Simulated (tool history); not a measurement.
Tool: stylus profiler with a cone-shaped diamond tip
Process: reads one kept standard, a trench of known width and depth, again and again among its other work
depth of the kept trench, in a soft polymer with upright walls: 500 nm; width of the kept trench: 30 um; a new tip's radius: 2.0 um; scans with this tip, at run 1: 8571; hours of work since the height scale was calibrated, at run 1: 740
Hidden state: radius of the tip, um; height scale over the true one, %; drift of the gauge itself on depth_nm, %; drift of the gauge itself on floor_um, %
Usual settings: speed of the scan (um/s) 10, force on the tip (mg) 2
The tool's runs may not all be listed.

| run | hour | speed of the scan (um/s) | force on the tip (mg) | scans with this tip | hours of work since the height scale was calibrated | depth of the trench (Å) | width of the trench's floor (nm) |
|---|---|---|---|---|---|---|---|
| 1 | 0 | 10 | 2 | 8571 | 740 | 5087.7 | 26970 |
| 2 | 17.6 | 3 | 2 | 8687 | 750 | 5087.6 | 26980 |
| 3 | 38 | 3 | 2 | 8821 | 761 | 5088.7 | 27050 |
| 4 | 72 | 3 | 2 | 9045 | 781 | 5089.4 | 27010 |
| 5 | 98.4 | 3 | 2 | 9219 | 796 | 5090.1 | 27030 |
| 6 | 135.5 | 10 | 3.67 | 9463 | 817 | 5123.9 | 26990 |
| 7 | 157.4 | 10 | 2 | 9607 | 829 | 5085.6 | 26960 |
| 8 | 175.5 | 10 | 2 | 9727 | 839 | 5087.5 | 26990 |
| 9 | 210.4 | 10 | 2 | 9957 | 859 | 5089 | 26960 |
| 10 | 253.2 | 10 | 2 | 10238 | 884 | 5088.3 | 26920 |
| 11 | 276.9 | 10 | 2 | 10395 | 897 | 5089.8 | 26890 |
| 12 | 320.4 | 25 | 2 | 10681 | 922 | 5089.9 | 26850 |
| 13 | 360.3 | 10 | 1.23 | 10944 | 945 | 5074.5 | 26860 |
| 14 | 397.5 | 10 | 1.23 | 11189 | 966 | 5072.7 | 26830 |
| 15 | 428.8 | 10 | 2 | 11395 | 983 | 5091.6 | 26870 |
| 16 | 460 | 10 | 2 | 11601 | 1001 | 5093.7 | 26840 |
| 17 | 490.3 | 10 | 2 | 11800 | 1018 | 5093.1 | 26890 |
| 18 | 519.5 | 10 | 1.37 | 11993 | 1035 | 5079.9 | 26870 |
| 19 | 558.2 | 10 | 1.37 | 12248 | 1057 | 5080.6 | 26780 |
| 20 | 599.7 | 37 | 0.76 | 12521 | 1081 | 5064.7 | 26530 |
| 21 | 634.1 | 28 | 5.72 | 12748 | 1100 | 5162.8 | 26770 |
| 22 | 668.6 | 21 | 1.39 | 12975 | 1120 | 5081.4 | 26730 |
| 23 | 692.1 | 21 | 4.41 | 13130 | 1133 | 5143 | 26790 |
| 24 | 714.5 | 39 | 0.82 | 13277 | 1146 | 5067.9 | 26520 |
| 25 | 747.3 | 17 | 1.68 | 13493 | 1164 | 5089.7 | 26700 |
| 26 | 789.1 | 4 | 2.03 | 13769 | 1188 | 5099 | 26820 |
| 27 | 817.8 | 13 | 2.03 | 13958 | 1205 | 5097.1 | 26770 |
| 28 | 859.9 | 13 | 3.95 | 14235 | 1229 | 5137.7 | 26830 |
| 29 | 890.4 | 13 | 3.95 | 14436 | 1246 | 5139.9 | 26750 |
| 30 | 918.9 | 13 | 3.95 | 14624 | 1262 | 5136.9 | 26720 |
| 31 | 957.3 | 7 | 1.3 | 14877 | 1284 | 5083.1 | 26790 |
| 32 | 978.9 | 7 | 1.3 | 15019 | 1296 | 5084.8 | 26780 |
| 33 | 1010.7 | 7 | 1.3 | 15228 | 1314 | 5084.1 | 26740 |
| 34 | 1031.9 | 5 | 1.98 | 15369 | 1326 | 5100.6 | 26740 |
| 35 | 1066.7 | 5 | 1.98 | 15597 | 1346 | 5102.1 | 26730 |
| 36 | 1097.2 | 5 | 1.98 | 15798 | 1363 | 5100.5 | 26750 |
| 37 | 1121.4 | 33 | 0.85 | 15958 | 1377 | 5076.3 | 26450 |

Forecast each of these 3 alternatives for the next run:
| A | 1144.6 | 9 | 3.95 | 16111 | 1390 | ? | ? |
| B | 1144.6 | 12 | 3.48 | 16111 | 1390 | ? | ? |
| C | 1144.6 | 6 | 0.85 | 16111 | 1390 | ? | ? |

| run | depth of the trench (Å) | width of the trench's floor (nm) |
|---|---|---|
| A | 5142.8 | 26790 |
| B | 5135.8 | 26680 |
| C | 5076.6 | 26700 |
Without the tool's hidden state the same runs would have given:
| run | depth of the trench (Å) | width of the trench's floor (nm) |
|---|---|---|
| A | 5105.5 | 27360 |
| B | 5098.7 | 27250 |
| C | 5039.8 | 27270 |

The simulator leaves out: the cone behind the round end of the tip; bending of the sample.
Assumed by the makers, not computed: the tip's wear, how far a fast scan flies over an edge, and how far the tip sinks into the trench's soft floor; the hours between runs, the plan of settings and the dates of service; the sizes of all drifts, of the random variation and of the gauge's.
